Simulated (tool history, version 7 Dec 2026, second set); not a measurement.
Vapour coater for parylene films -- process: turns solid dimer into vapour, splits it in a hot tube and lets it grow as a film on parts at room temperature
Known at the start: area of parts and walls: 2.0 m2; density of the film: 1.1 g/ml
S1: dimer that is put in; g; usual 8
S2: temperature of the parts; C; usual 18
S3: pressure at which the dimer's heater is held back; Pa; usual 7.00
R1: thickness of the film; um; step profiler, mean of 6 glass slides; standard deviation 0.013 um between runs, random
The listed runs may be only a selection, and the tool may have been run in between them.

run,day,S1,S2,S3,R1
1,0.000,8,18,7.00,2.33
2,0.742,8,18,7.00,2.33
3,1.783,8,18,7.00,2.32
4,2.367,8,18,7.00,2.32
5,3.358,8,18,7.00,2.31
# day 4.596: trap's valve overhauled
6,4.642,4,18,7.00,1.20
7,5.858,4,18,7.00,1.21
8,6.771,8,18,4.41,2.56
9,7.312,8,18,7.00,2.40
10,8.517,8,18,7.00,2.36
11,9.404,8,18,7.00,2.36
12,10.217,8,18,7.00,2.38
13,11.271,8,18,7.00,2.35
14,11.954,8,18,7.00,2.35
15,13.246,8,18,7.00,2.35
16,14.358,8,18,7.00,2.34
17,15.483,8,18,7.00,2.33
# day 15.888: trap's valve overhauled
18,16.396,7,18,7.00,2.10
19,16.975,7,18,7.00,2.12
20,17.717,7,18,7.00,2.11
21,18.633,7,18,7.00,2.06
22,19.696,8,18,7.00,2.39
23,20.825,8,18,7.00,2.38
24,21.450,8,18,7.00,2.35
25,22.262,8,15,8.13,2.51
26,23.583,8,11,8.37,2.75
27,24.288,8,12,4.43,2.95
28,24.912,5,12,4.43,1.86
29,25.588,11,22,8.67,2.82
30,26.833,3,18,2.31,1.03
# day 27.217: trap's valve overhauled
31,27.825,3,14,3.32,1.12
32,28.429,3,14,3.32,1.13
33,29.108,9,13,3.32,3.48
34,30.379,14,12,2.60,5.75
35,31.267,14,12,2.60,5.75
36,32.550,14,12,2.60,5.73
37,33.808,7,15,5.32,2.38
38,34.988,6,17,4.35,1.98
39,35.929,6,17,4.35,1.96
40,37.050,6,17,4.35,1.96
41,37.662,8,14,7.00,2.63
# day 38.533: trap's valve overhauled
42,38.633,6,30,4.80,1.41
43,39.204,6,30,6.26,1.35
44,40.200,10,18,7.00,3.04
45,41.292,10,18,7.00,3.02

Consider 4 possible next runs. They are alternatives, not a sequence: every one starts from the tool as it was left by run 45. What does each give?
A,42.308,9,26,4.86,?
B,42.308,10,17,7.00,?
C,42.308,8,18,7.00,?
D,42.308,5,18,3.53,?

run,R1
A,2.33
B,3.10
C,2.41
D,1.68
What these runs would have given with no unlogged condition in the tool:
run,R1
A,2.29
B,3.05
C,2.37
D,1.66
